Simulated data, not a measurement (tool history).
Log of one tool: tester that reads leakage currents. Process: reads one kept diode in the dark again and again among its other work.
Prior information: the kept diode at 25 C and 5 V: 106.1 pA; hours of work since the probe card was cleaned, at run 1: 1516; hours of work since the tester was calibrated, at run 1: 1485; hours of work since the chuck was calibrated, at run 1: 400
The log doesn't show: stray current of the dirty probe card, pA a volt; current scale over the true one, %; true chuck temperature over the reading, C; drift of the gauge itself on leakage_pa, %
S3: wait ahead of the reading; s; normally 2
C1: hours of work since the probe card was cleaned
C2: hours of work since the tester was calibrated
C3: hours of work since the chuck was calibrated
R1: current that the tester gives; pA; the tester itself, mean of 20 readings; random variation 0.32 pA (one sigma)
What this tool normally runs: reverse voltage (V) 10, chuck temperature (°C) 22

run 1 hour=0 | reverse_voltage_(V)=10 chuck_temperature_(°C)=22 S3=2 | C1=1516 C2=1485 C3=400 | R1=121.97
run 2 hour=71.3 | reverse_voltage_(V)=10 chuck_temperature_(°C)=22 S3=3.9 | C1=1570 C2=1539 C3=454 | R1=121.96
run 3 hour=171.9 | reverse_voltage_(V)=1.7 chuck_temperature_(°C)=22 S3=2 | C1=1647 C2=1616 C3=531 | R1=58.36
run 4 hour=261.9 | reverse_voltage_(V)=10 chuck_temperature_(°C)=22 S3=2 | C1=1715 C2=1684 C3=599 | R1=123.08
run 5 hour=306.4 | reverse_voltage_(V)=10 chuck_temperature_(°C)=22 S3=2 | C1=1749 C2=1718 C3=633 | R1=123.69
run 6 hour=350.4 | reverse_voltage_(V)=10 chuck_temperature_(°C)=22 S3=2.43 | C1=1783 C2=1752 C3=667 | R1=123.28
run 7 hour=454.4 | reverse_voltage_(V)=10 chuck_temperature_(°C)=20 S3=2.43 | C1=1862 C2=1831 C3=746 | R1=108.53
-- hour=502 chuck's temperature calibrated
run 8 hour=512.4 | reverse_voltage_(V)=10 chuck_temperature_(°C)=20 S3=2.43 | C1=1905 C2=1874 C3=8 | R1=115.21
run 9 hour=618.7 | reverse_voltage_(V)=10 chuck_temperature_(°C)=20 S3=2.43 | C1=1986 C2=1955 C3=89 | R1=115.46
-- hour=670.5 probe card cleaned and baked
run 10 hour=718.5 | reverse_voltage_(V)=10 chuck_temperature_(°C)=22 S3=2 | C1=37 C2=2029 C3=163 | R1=103.1
run 11 hour=764.7 | reverse_voltage_(V)=10 chuck_temperature_(°C)=57 S3=2 | C1=72 C2=2064 C3=198 | R1=1592.45
-- hour=812 tester calibrated
run 12 hour=819.1 | reverse_voltage_(V)=10 chuck_temperature_(°C)=57 S3=2 | C1=112 C2=5 C3=238 | R1=1547.62
run 13 hour=885 | reverse_voltage_(V)=10 chuck_temperature_(°C)=57 S3=2 | C1=162 C2=56 C3=288 | R1=1546.59
run 14 hour=974.2 | reverse_voltage_(V)=12.6 chuck_temperature_(°C)=22 S3=2 | C1=230 C2=124 C3=356 | R1=109.53
run 15 hour=1039.1 | reverse_voltage_(V)=12.6 chuck_temperature_(°C)=22 S3=2 | C1=280 C2=173 C3=406 | R1=110.24
run 16 hour=1112.8 | reverse_voltage_(V)=12.6 chuck_temperature_(°C)=22 S3=2 | C1=336 C2=229 C3=462 | R1=110.71
run 17 hour=1212.9 | reverse_voltage_(V)=10 chuck_temperature_(°C)=22 S3=2 | C1=412 C2=306 C3=538 | R1=101.76
run 18 hour=1260.4 | reverse_voltage_(V)=10 chuck_temperature_(°C)=22 S3=2 | C1=448 C2=342 C3=574 | R1=101.97
run 19 hour=1340 | reverse_voltage_(V)=10 chuck_temperature_(°C)=22 S3=2 | C1=509 C2=403 C3=635 | R1=102.4
run 20 hour=1435.3 | reverse_voltage_(V)=10 chuck_temperature_(°C)=22 S3=2 | C1=582 C2=475 C3=708 | R1=102.56
run 21 hour=1483.4 | reverse_voltage_(V)=10 chuck_temperature_(°C)=22 S3=2 | C1=618 C2=512 C3=744 | R1=103
-- hour=1528.1 chuck's temperature calibrated
run 22 hour=1584.5 | reverse_voltage_(V)=1.6 chuck_temperature_(°C)=42 S3=2 | C1=694 C2=587 C3=43 | R1=290.01
run 23 hour=1676 | reverse_voltage_(V)=1.6 chuck_temperature_(°C)=56 S3=9.51 | C1=764 C2=657 C3=113 | R1=810.06
run 24 hour=1722.3 | reverse_voltage_(V)=6.6 chuck_temperature_(°C)=22 S3=0.48 | C1=799 C2=692 C3=148 | R1=97.5
run 25 hour=1799.3 | reverse_voltage_(V)=2.1 chuck_temperature_(°C)=38 S3=2 | C1=857 C2=751 C3=207 | R1=231.32
run 26 hour=1908.4 | reverse_voltage_(V)=2.1 chuck_temperature_(°C)=38 S3=2 | C1=941 C2=834 C3=290 | R1=229.24
run 27 hour=1969.5 | reverse_voltage_(V)=10 chuck_temperature_(°C)=60 S3=1.9 | C1=987 C2=881 C3=337 | R1=1957.99
run 28 hour=2052.9 | reverse_voltage_(V)=1.2 chuck_temperature_(°C)=34 S3=1.5 | C1=1051 C2=944 C3=400 | R1=136.95
run 29 hour=2101.8 | reverse_voltage_(V)=1.2 chuck_temperature_(°C)=34 S3=1.5 | C1=1088 C2=982 C3=437 | R1=137.03
run 30 hour=2174 | reverse_voltage_(V)=1.1 chuck_temperature_(°C)=46 S3=1.26 | C1=1143 C2=1037 C3=492 | R1=336.17
run 31 hour=2218.2 | reverse_voltage_(V)=4.9 chuck_temperature_(°C)=31 S3=2.26 | C1=1177 C2=1070 C3=526 | R1=176.08
run 32 hour=2327.9 | reverse_voltage_(V)=4.9 chuck_temperature_(°C)=35 S3=5.82 | C1=1260 C2=1154 C3=610 | R1=239.12
run 33 hour=2377.4 | reverse_voltage_(V)=17.6 chuck_temperature_(°C)=35 S3=0.43 | C1=1298 C2=1192 C3=647 | R1=390.55
run 34 hour=2441 | reverse_voltage_(V)=13.3 chuck_temperature_(°C)=29 S3=1.46 | C1=1347 C2=1240 C3=696 | R1=222.2
run 35 hour=2523.5 | reverse_voltage_(V)=13.3 chuck_temperature_(°C)=29 S3=1.46 | C1=1410 C2=1303 C3=759 | R1=222.05
-- hour=2545.9 chuck's temperature calibrated
run 36 hour=2622.8 | reverse_voltage_(V)=13.3 chuck_temperature_(°C)=29 S3=1.46 | C1=1484 C2=1377 C3=59 | R1=239.06
run 37 hour=2682.9 | reverse_voltage_(V)=18.1 chuck_temperature_(°C)=25 S3=1.55 | C1=1530 C2=1423 C3=104 | R1=205.6
run 38 hour=2751.8 | reverse_voltage_(V)=18.1 chuck_temperature_(°C)=25 S3=1.55 | C1=1582 C2=1476 C3=157 | R1=206.71

Branching from run 38: 3 alternative next runs. What would each branch give?
run A hour=2838.7 | reverse_voltage_(V)=18.7 chuck_temperature_(°C)=21 S3=6.61 | C1=1648 C2=1542 C3=223 | R1=?
run B hour=2838.7 | reverse_voltage_(V)=2.4 chuck_temperature_(°C)=22 S3=4.12 | C1=1648 C2=1542 C3=223 | R1=?
run C hour=2838.7 | reverse_voltage_(V)=2.4 chuck_temperature_(°C)=49 S3=0.46 | C1=1648 C2=1542 C3=223 | R1=?

run=A R1=161.69
run=B R1=70.29
run=C R1=568.94
Stripped of hidden state, with their random variation kept, the same runs would have yielded:
run=A R1=117.33
run=B R1=64.74
run=C R1=563.23
